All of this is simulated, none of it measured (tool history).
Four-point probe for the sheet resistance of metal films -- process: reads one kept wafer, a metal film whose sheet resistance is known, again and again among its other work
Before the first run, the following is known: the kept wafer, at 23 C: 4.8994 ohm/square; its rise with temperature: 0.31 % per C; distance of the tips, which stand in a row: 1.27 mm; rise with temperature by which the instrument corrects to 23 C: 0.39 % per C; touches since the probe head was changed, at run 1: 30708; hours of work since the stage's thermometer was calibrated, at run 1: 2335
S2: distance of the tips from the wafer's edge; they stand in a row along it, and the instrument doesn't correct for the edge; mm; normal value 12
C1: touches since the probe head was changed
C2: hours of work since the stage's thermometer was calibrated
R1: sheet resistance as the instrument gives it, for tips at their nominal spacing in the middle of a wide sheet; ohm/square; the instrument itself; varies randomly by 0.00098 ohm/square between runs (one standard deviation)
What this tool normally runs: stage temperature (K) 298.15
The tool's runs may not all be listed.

Run 1, hour 0.0: usual settings; C1 30708; C2 2335. Result: R1 4.952156 ohm/square.
Run 2, hour 61.0: usual settings but S2 47 mm; C1 31319; C2 2361. Result: R1 4.926942 ohm/square.
Run 3, hour 122.2: usual settings but stage temperature (K) 293.15; C1 31933; C2 2387. Result: R1 4.976721 ohm/square.
Run 4, hour 167.1: usual settings but stage temperature (K) 293.15; C1 32383; C2 2406. Result: R1 4.976171 ohm/square.
Run 5, hour 217.7: usual settings but S2 4 mm; C1 32890; C2 2427. Result: R1 5.176388 ohm/square.
At hour 275.9: stage's thermometer calibrated.
Run 6, hour 296.1: usual settings but S2 4 mm; C1 33671; C2 9. Result: R1 5.179798 ohm/square.
Run 7, hour 380.5: usual settings but S2 4 mm; C1 34517; C2 44. Result: R1 5.182564 ohm/square.
Run 8, hour 429.9: usual settings; C1 35012; C2 65. Result: R1 4.958633 ohm/square.
Run 9, hour 499.1: usual settings; C1 35705; C2 94. Result: R1 4.959687 ohm/square.
Run 10, hour 585.3: usual settings; C1 36570; C2 130. Result: R1 4.958583 ohm/square.
At hour 634.1: stage's thermometer calibrated, once more.
Run 11, hour 634.1: usual settings but stage temperature (K) 302.15; C1 37054; C2 0. Result: R1 4.925807 ohm/square.
Run 12, hour 693.0: usual settings but stage temperature (K) 302.15; C1 37645; C2 25. Result: R1 4.927210 ohm/square.
Run 13, hour 759.2: usual settings but stage temperature (K) 302.15, S2 9 mm; C1 38308; C2 53. Result: R1 4.950766 ohm/square.
Run 14, hour 837.0: usual settings but stage temperature (K) 302.15, S2 9 mm; C1 39088; C2 86. Result: R1 4.951324 ohm/square.
Run 15, hour 880.5: usual settings but stage temperature (K) 294.15, S2 50 mm; C1 39524; C2 104. Result: R1 4.932741 ohm/square.
Run 16, hour 939.5: usual settings but stage temperature (K) 294.15, S2 50 mm; C1 40116; C2 129. Result: R1 4.934192 ohm/square.
Run 17, hour 1007.9: usual settings but S2 4 mm; C1 40801; C2 158. Result: R1 5.167911 ohm/square.
Run 18, hour 1104.6: usual settings but stage temperature (K) 299.15, S2 7 mm; C1 41770; C2 198. Result: R1 4.998342 ohm/square.
Run 19, hour 1191.7: usual settings but stage temperature (K) 299.15, S2 7 mm; C1 42644; C2 235. Result: R1 4.998812 ohm/square.
Run 20, hour 1244.5: usual settings but stage temperature (K) 301.15, S2 60 mm; C1 43172; C2 257. Result: R1 4.906303 ohm/square.
Run 21, hour 1306.0: usual settings but stage temperature (K) 301.15, S2 60 mm; C1 43789; C2 283. Result: R1 4.906552 ohm/square.
Run 22, hour 1374.7: usual settings but stage temperature (K) 295.15, S2 28 mm; C1 44478; C2 312. Result: R1 4.935773 ohm/square.

How would selected steps in R1 from run to run divide? Give the signed amount a tool lacking its hidden state would still show from settings, what came in and random variation, and the signed amount left for the hidden state, including any gauge scatter that is not in both of the compared results.
Hidden state at play: inner tips' distance over the nominal, %; tips' flats over new ones', %; wafer's true temperature over the reading, C; drift of the gauge itself on sheet_ohm, %.
Run 5 -> 6: stage's thermometer calibrated. R1 +0.003410 ohm/square: hidden state +0.003541, all else -0.000131.
Run 7 -> 8: S2 4 -> 12. R1 -0.223931 ohm/square: hidden state -0.001232, all else -0.222699.
Run 10 -> 11: stage temperature (K) 298.15 -> 302.15, stage's thermometer calibrated, once more. R1 -0.032776 ohm/square: hidden state -0.017541, all else -0.015235.
Run 16 -> 17: stage temperature (K) 294.15 -> 298.15, S2 50 -> 4. R1 +0.233719 ohm/square: hidden state +0.001569, all else +0.232150.

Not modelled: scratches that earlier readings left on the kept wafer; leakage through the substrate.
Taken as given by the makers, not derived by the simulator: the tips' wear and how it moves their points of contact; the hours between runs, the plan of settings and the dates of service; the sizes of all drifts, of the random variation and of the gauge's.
